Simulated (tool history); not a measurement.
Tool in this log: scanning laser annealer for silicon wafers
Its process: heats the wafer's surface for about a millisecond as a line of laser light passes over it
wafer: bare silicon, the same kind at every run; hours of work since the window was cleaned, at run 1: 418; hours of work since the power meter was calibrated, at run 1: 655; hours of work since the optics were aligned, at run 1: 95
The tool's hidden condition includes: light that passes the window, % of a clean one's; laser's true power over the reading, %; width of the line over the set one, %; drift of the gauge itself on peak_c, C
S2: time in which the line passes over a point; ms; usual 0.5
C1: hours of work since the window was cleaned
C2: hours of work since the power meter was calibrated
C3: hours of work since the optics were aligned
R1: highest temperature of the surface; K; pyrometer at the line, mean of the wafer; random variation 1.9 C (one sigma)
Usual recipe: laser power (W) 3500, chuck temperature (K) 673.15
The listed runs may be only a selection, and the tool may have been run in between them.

{"run": 1, "hour": 0.0, "laser power (W)": 3500, "S2": 0.5, "chuck temperature (K)": 673.15, "C1": 418, "C2": 655, "C3": 95, "R1": 1448.15}
{"run": 2, "hour": 37.3, "laser power (W)": 3500, "S2": 0.5, "chuck temperature (K)": 673.15, "C1": 436, "C2": 673, "C3": 113, "R1": 1446.15}
{"run": 3, "hour": 80.6, "laser power (W)": 3500, "S2": 0.5, "chuck temperature (K)": 673.15, "C1": 456, "C2": 694, "C3": 133, "R1": 1444.15}
{"run": 4, "hour": 141.5, "laser power (W)": 3500, "S2": 0.5, "chuck temperature (K)": 673.15, "C1": 486, "C2": 723, "C3": 162, "R1": 1440.15}
{"run": 5, "hour": 197.0, "laser power (W)": 3500, "S2": 0.389, "chuck temperature (K)": 673.15, "C1": 512, "C2": 749, "C3": 189, "R1": 1355.15}
{"hour": 204.3, "done": "window over the wafer cleaned"}
{"run": 6, "hour": 243.3, "laser power (W)": 3500, "S2": 0.389, "chuck temperature (K)": 673.15, "C1": 19, "C2": 770, "C3": 210, "R1": 1341.15}
{"run": 7, "hour": 282.9, "laser power (W)": 3849, "S2": 0.397, "chuck temperature (K)": 666.15, "C1": 38, "C2": 789, "C3": 229, "R1": 1423.15}
{"run": 8, "hour": 331.3, "laser power (W)": 3849, "S2": 0.397, "chuck temperature (K)": 666.15, "C1": 61, "C2": 812, "C3": 252, "R1": 1418.15}
{"run": 9, "hour": 383.1, "laser power (W)": 3459, "S2": 0.5, "chuck temperature (K)": 678.15, "C1": 85, "C2": 837, "C3": 277, "R1": 1413.15}
{"run": 10, "hour": 443.8, "laser power (W)": 3628, "S2": 0.378, "chuck temperature (K)": 677.15, "C1": 114, "C2": 866, "C3": 306, "R1": 1360.15}

Consider 5 possible next runs. They are alternatives, not a sequence: every one starts from the tool as it was left by run 10. What does each give?
{"hour": 451.2, "done": "window over the wafer cleaned, once more"}
{"run": "A", "hour": 477.7, "laser power (W)": 3257, "S2": 0.378, "chuck temperature (K)": 664.15, "C1": 13, "C2": 881, "C3": 321, "R1": "?"}
{"hour": 451.2, "done": "window over the wafer cleaned, once more"}
{"run": "B", "hour": 477.7, "laser power (W)": 3557, "S2": 0.506, "chuck temperature (K)": 686.15, "C1": 13, "C2": 881, "C3": 321, "R1": "?"}
{"hour": 451.2, "done": "window over the wafer cleaned, once more"}
{"run": "C", "hour": 477.7, "laser power (W)": 3004, "S2": 0.417, "chuck temperature (K)": 640.15, "C1": 13, "C2": 881, "C3": 321, "R1": "?"}
{"hour": 451.2, "done": "window over the wafer cleaned, once more"}
{"run": "D", "hour": 477.7, "laser power (W)": 3143, "S2": 0.604, "chuck temperature (K)": 709.15, "C1": 13, "C2": 881, "C3": 321, "R1": "?"}
{"hour": 451.2, "done": "window over the wafer cleaned, once more"}
{"run": "E", "hour": 477.7, "laser power (W)": 3628, "S2": 0.423, "chuck temperature (K)": 651.15, "C1": 13, "C2": 881, "C3": 321, "R1": "?"}

run=A R1=1315.15
run=B R1=1512.15
run=C R1=1257.15
run=D R1=1484.15
run=E R1=1429.15
Stripped of hidden state, with their random variation kept, the same runs would have yielded:
run=A R1=1324.15
run=B R1=1523.15
run=C R1=1266.15
run=D R1=1495.15
run=E R1=1440.15
